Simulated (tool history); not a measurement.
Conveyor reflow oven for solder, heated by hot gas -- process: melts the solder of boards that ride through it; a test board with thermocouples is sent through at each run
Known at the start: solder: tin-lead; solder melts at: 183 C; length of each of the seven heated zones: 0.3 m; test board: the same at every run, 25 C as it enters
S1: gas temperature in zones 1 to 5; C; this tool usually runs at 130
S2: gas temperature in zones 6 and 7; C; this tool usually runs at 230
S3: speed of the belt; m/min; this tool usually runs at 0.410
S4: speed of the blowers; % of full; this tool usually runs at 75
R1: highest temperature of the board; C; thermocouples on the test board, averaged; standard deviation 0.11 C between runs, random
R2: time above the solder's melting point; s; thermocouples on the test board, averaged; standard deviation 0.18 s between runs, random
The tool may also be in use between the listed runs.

Run 1, hour 0.0: usual settings. Result: R1 218.4 C, R2 65.9 s.
Run 2, hour 44.9: usual settings. Result: R1 218.4 C, R2 65.5 s.
Run 3, hour 84.3: usual settings. Result: R1 218.3 C, R2 65.9 s.
Run 4, hour 138.9: usual settings. Result: R1 218.6 C, R2 66.3 s.
Run 5, hour 181.5: usual settings but S2 239 C. Result: R1 226.4 C, R2 71.9 s.
Run 6, hour 228.4: usual settings but S2 239 C. Result: R1 226.7 C, R2 72.1 s.
Run 7, hour 276.2: usual settings. Result: R1 218.4 C, R2 65.4 s.
Run 8, hour 312.5: usual settings. Result: R1 218.3 C, R2 65.9 s.
Run 9, hour 359.1: usual settings. Result: R1 218.3 C, R2 66.1 s.
Run 10, hour 404.9: usual settings. Result: R1 218.4 C, R2 66.0 s.
Run 11, hour 433.4: usual settings. Result: R1 218.2 C, R2 66.5 s.
At hour 441.8: belt drive overhauled, speed set with a stopwatch.
Run 12, hour 484.9: usual settings. Result: R1 218.6 C, R2 66.7 s.
Run 13, hour 541.3: usual settings. Result: R1 218.6 C, R2 66.8 s.
Run 14, hour 600.8: usual settings. Result: R1 218.5 C, R2 66.8 s.
At hour 608.5: flux residue cleaned out of gas plates and filters.
Run 15, hour 631.4: usual settings but S1 128 C. Result: R1 219.1 C, R2 67.1 s.
Run 16, hour 656.5: usual settings but S1 122 C, S2 223 C, S4 52 % of full. Result: R1 204.9 C, R2 47.8 s.
Run 17, hour 715.1: usual settings but S2 233 C, S3 0.348 m/min, S4 66 % of full. Result: R1 224.6 C, R2 85.4 s.
At hour 762.2: belt drive overhauled, speed set with a stopwatch, once more.
Run 18, hour 773.2: usual settings but S1 117 C, S2 236 C, S3 0.348 m/min, S4 66 % of full. Result: R1 225.0 C, R2 78.4 s.
Run 19, hour 804.7: usual settings but S1 126 C, S3 0.415 m/min. Result: R1 217.7 C, R2 62.0 s.
Run 20, hour 855.5: usual settings but S1 126 C, S3 0.415 m/min. Result: R1 217.7 C, R2 62.2 s.
Run 21, hour 882.7: usual settings but S1 126 C, S3 0.415 m/min. Result: R1 217.7 C, R2 61.9 s.
Run 22, hour 924.8: usual settings but S1 126 C, S3 0.415 m/min. Result: R1 217.6 C, R2 62.6 s.
Run 23, hour 950.7: usual settings but S1 122 C, S2 220 C, S3 0.358 m/min, S4 89 % of full. Result: R1 214.4 C, R2 71.2 s.
Run 24, hour 985.9: usual settings but S1 137 C, S2 244 C, S3 0.475 m/min, S4 81 % of full. Result: R1 229.1 C, R2 64.9 s.
At hour 992.8: thermocouples of zones 6 and 7 changed.
Run 25, hour 1044.2: usual settings but S2 241 C, S4 69 % of full. Result: R1 225.2 C, R2 69.8 s.
Run 26, hour 1101.2: usual settings but S2 241 C, S4 69 % of full. Result: R1 225.0 C, R2 69.8 s.
Run 27, hour 1144.2: usual settings but S2 219 C, S4 69 % of full. Result: R1 205.6 C, R2 51.6 s.
Run 28, hour 1189.1: usual settings but S1 138 C, S2 224 C, S3 0.357 m/min, S4 78 % of full. Result: R1 215.8 C, R2 77.8 s.
At hour 1219.9: flux residue cleaned out of gas plates and filters.
Run 29, hour 1250.1: usual settings but S2 225 C, S3 0.339 m/min, S4 80 % of full. Result: R1 218.4 C, R2 82.1 s.

Branching from run 29: 4 alternative next runs. What would each branch give?
Run A, hour 1292.7: usual settings but S2 227 C, S3 0.353 m/min, S4 83 % of full. Result: R1 ?, R2 ?.
Run B, hour 1292.7: usual settings but S3 0.477 m/min, S4 79 % of full. Result: R1 ?, R2 ?.
Run C, hour 1292.7: usual settings but S1 139 C, S3 0.447 m/min. Result: R1 ?, R2 ?.
Run D, hour 1292.7: usual settings but S1 116 C, S2 225 C, S3 0.358 m/min, S4 80 % of full. Result: R1 ?, R2 ?.

run     R1    R2
  A  219.7  79.7
  B  214.0  52.0
  C  216.3  61.4
  D  215.5  69.8
Take away the tool's hidden state, keep each run's random variation, and the runs would have read:
run     R1    R2
  A  219.6  79.1
  B  213.9  51.5
  C  216.2  60.9
  D  215.4  69.3

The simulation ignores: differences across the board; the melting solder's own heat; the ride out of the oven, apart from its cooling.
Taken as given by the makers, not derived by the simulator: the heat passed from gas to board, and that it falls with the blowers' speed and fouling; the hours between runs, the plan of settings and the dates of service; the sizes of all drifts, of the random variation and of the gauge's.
